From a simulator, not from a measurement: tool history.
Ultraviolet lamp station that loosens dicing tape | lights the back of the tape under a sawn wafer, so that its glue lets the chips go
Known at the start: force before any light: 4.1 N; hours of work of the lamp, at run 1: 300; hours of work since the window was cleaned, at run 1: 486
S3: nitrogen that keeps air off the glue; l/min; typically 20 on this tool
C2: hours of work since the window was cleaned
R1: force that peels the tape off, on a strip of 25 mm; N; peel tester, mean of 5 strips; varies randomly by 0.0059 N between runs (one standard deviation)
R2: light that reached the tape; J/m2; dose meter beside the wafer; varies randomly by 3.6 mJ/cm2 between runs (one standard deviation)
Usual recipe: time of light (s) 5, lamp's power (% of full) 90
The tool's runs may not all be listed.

run 1 hour=0 | time_of_light_(s)=5 lamp's_power_(%_of_full)=90 S3=20 | hours_of_work_of_the_lamp=300 C2=486 | R1=0.151 R2=6000
run 2 hour=55.4 | time_of_light_(s)=5 lamp's_power_(%_of_full)=67 S3=20 | hours_of_work_of_the_lamp=336 C2=523 | R1=0.289 R2=4420
run 3 hour=101.8 | time_of_light_(s)=5 lamp's_power_(%_of_full)=80 S3=20 | hours_of_work_of_the_lamp=367 C2=553 | R1=0.188 R2=5310
run 4 hour=140.6 | time_of_light_(s)=5 lamp's_power_(%_of_full)=90 S3=20 | hours_of_work_of_the_lamp=392 C2=578 | R1=0.157 R2=6000
run 5 hour=202.6 | time_of_light_(s)=5 lamp's_power_(%_of_full)=90 S3=20 | hours_of_work_of_the_lamp=432 C2=618 | R1=0.165 R2=6020
-- hour=241.4 window cleaned of glue's vapour
run 6 hour=264.2 | time_of_light_(s)=5 lamp's_power_(%_of_full)=90 S3=9 | hours_of_work_of_the_lamp=472 C2=15 | R1=0.317 R2=5980
run 7 hour=301.6 | time_of_light_(s)=5 lamp's_power_(%_of_full)=90 S3=9 | hours_of_work_of_the_lamp=496 C2=39 | R1=0.308 R2=6020
run 8 hour=366.2 | time_of_light_(s)=5 lamp's_power_(%_of_full)=71 S3=20 | hours_of_work_of_the_lamp=538 C2=81 | R1=0.247 R2=4710
run 9 hour=399.8 | time_of_light_(s)=5 lamp's_power_(%_of_full)=90 S3=20 | hours_of_work_of_the_lamp=560 C2=103 | R1=0.162 R2=5980
run 10 hour=459.6 | time_of_light_(s)=5 lamp's_power_(%_of_full)=90 S3=20 | hours_of_work_of_the_lamp=599 C2=142 | R1=0.156 R2=5950
run 11 hour=516.6 | time_of_light_(s)=5 lamp's_power_(%_of_full)=90 S3=20 | hours_of_work_of_the_lamp=636 C2=179 | R1=0.153 R2=5980
run 12 hour=554 | time_of_light_(s)=5 lamp's_power_(%_of_full)=90 S3=20 | hours_of_work_of_the_lamp=661 C2=203 | R1=0.146 R2=5930
run 13 hour=590.7 | time_of_light_(s)=6 lamp's_power_(%_of_full)=71 S3=25 | hours_of_work_of_the_lamp=685 C2=227 | R1=0.149 R2=5670
run 14 hour=627.5 | time_of_light_(s)=3 lamp's_power_(%_of_full)=90 S3=17 | hours_of_work_of_the_lamp=708 C2=251 | R1=0.526 R2=3620
-- hour=634 lamp changed
run 15 hour=691.5 | time_of_light_(s)=3 lamp's_power_(%_of_full)=78 S3=20 | hours_of_work_of_the_lamp=37 C2=292 | R1=0.598 R2=3130
run 16 hour=726.8 | time_of_light_(s)=4 lamp's_power_(%_of_full)=79 S3=14 | hours_of_work_of_the_lamp=60 C2=315 | R1=0.438 R2=4250
run 17 hour=780 | time_of_light_(s)=8 lamp's_power_(%_of_full)=73 S3=20 | hours_of_work_of_the_lamp=95 C2=350 | R1=0.1 R2=7830
run 18 hour=829.4 | time_of_light_(s)=8 lamp's_power_(%_of_full)=83 S3=25 | hours_of_work_of_the_lamp=127 C2=382 | R1=0.081 R2=8840
run 19 hour=873.3 | time_of_light_(s)=8 lamp's_power_(%_of_full)=67 S3=8 | hours_of_work_of_the_lamp=156 C2=411 | R1=0.237 R2=7130
run 20 hour=941.8 | time_of_light_(s)=5 lamp's_power_(%_of_full)=82 S3=20 | hours_of_work_of_the_lamp=200 C2=455 | R1=0.19 R2=5500
run 21 hour=998.7 | time_of_light_(s)=5 lamp's_power_(%_of_full)=82 S3=20 | hours_of_work_of_the_lamp=237 C2=492 | R1=0.19 R2=5480
run 22 hour=1053 | time_of_light_(s)=5 lamp's_power_(%_of_full)=82 S3=20 | hours_of_work_of_the_lamp=273 C2=528 | R1=0.198 R2=5400
run 23 hour=1085.4 | time_of_light_(s)=5 lamp's_power_(%_of_full)=82 S3=8 | hours_of_work_of_the_lamp=294 C2=549 | R1=0.423 R2=5430
run 24 hour=1136.7 | time_of_light_(s)=5 lamp's_power_(%_of_full)=93 S3=8 | hours_of_work_of_the_lamp=327 C2=582 | R1=0.312 R2=6180

Forecast each of these 5 alternatives for the next run:
run A hour=1188.2 | time_of_light_(s)=10 lamp's_power_(%_of_full)=93 S3=8 | hours_of_work_of_the_lamp=361 C2=616 | R1=? R2=?
run B hour=1188.2 | time_of_light_(s)=5 lamp's_power_(%_of_full)=93 S3=38 | hours_of_work_of_the_lamp=361 C2=616 | R1=? R2=?
run C hour=1188.2 | time_of_light_(s)=4 lamp's_power_(%_of_full)=92 S3=8 | hours_of_work_of_the_lamp=361 C2=616 | R1=? R2=?
run D hour=1188.2 | time_of_light_(s)=5 lamp's_power_(%_of_full)=90 S3=24 | hours_of_work_of_the_lamp=361 C2=616 | R1=? R2=?
run E hour=1188.2 | time_of_light_(s)=7 lamp's_power_(%_of_full)=90 S3=9 | hours_of_work_of_the_lamp=361 C2=616 | R1=? R2=?

run=A R1=0.09 R2=12300
run=B R1=0.104 R2=6220
run=C R1=0.511 R2=4930
run=D R1=0.121 R2=6030
run=E R1=0.156 R2=8450
Stripped of hidden state, with their random variation kept, the same runs would have yielded:
run=A R1=0.09 R2=12320
run=B R1=0.104 R2=6230
run=C R1=0.509 R2=4940
run=D R1=0.121 R2=6040
run=E R1=0.155 R2=8470
